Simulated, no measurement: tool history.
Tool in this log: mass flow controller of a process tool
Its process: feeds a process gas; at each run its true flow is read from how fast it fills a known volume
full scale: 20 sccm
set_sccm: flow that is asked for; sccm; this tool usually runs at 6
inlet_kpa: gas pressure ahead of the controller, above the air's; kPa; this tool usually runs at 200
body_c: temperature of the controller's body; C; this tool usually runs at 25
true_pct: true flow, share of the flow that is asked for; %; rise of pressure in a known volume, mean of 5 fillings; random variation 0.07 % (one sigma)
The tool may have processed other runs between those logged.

run,hour,set_sccm,inlet_kpa,body_c,true_pct
1,0,6,200,25,97.62
2,303,6,261,25,97.79
3,667.4,6,261,25,97.76
4,1065.4,6,261,25,97.69
5,1430.6,6,261,25,97.58
6,1650.2,6,200,32,96.59
7,1853.7,6,200,32,96.62
8,2129.8,6,200,32,96.42
9,2365.4,6,200,32,96.45
10,2630.6,6,200,25,97.05
11,2985.4,6,200,25,96.78
12,3239.3,6,200,37,95.65
13,3629.6,6,200,37,95.55
# hour 3806.9: controller's zero set anew
14,3806.9,6,200,25,96.38
15,4027.9,6,200,32,95.72
16,4350.4,6,200,32,95.65
# hour 4652.8: gauge calibrated
17,4742.3,6,200,25,97.67
18,5042,6,200,25,97.46
19,5356.1,14,200,25,98.79
# hour 5524.4: controller exchanged for a calibrated one
20,5623.7,14,200,25,98.87
21,5813.8,14,200,25,98.64
22,6039.6,14,200,25,98.7
23,6377.5,2,200,35,95.74
24,6715.8,2,200,35,95.63
25,6900.2,2,200,35,95.52
26,7283.1,6,200,24,96.93
27,7656.7,7,189,37,95.94
28,7895.1,7,189,37,95.72
29,8175.6,7,189,37,95.64
# hour 8480.9: gauge calibrated
30,8559.3,10,159,25,98.26
31,8872.5,10,225,25,98.33
32,9244.7,6,153,25,97.31
33,9545.2,6,153,25,97.21
34,9808.8,6,143,24,97.17
35,10129.4,6,143,30,96.4
36,10310.2,3,245,30,96.51
37,10699.1,11,256,30,97.72
38,11001.6,11,256,30,97.39
39,11204.7,11,256,30,97.37
40,11474.3,11,184,28,97.24
41,11788.8,11,213,37,96.48
42,12049.6,5,213,37,95.55
43,12319.5,3,278,21,96.72
44,12564.6,2,278,27,95.85

Alternative continuations, all from the tool just after run 44; predict every row:
A,12806.7,6,274,25,?
B,12806.7,3,200,25,?
C,12806.7,6,216,25,?

run,true_pct
A,96.47
B,95.79
C,96.36
Without the tool's hidden state the same runs would have given:
run,true_pct
A,97.92
B,97.23
C,97.82
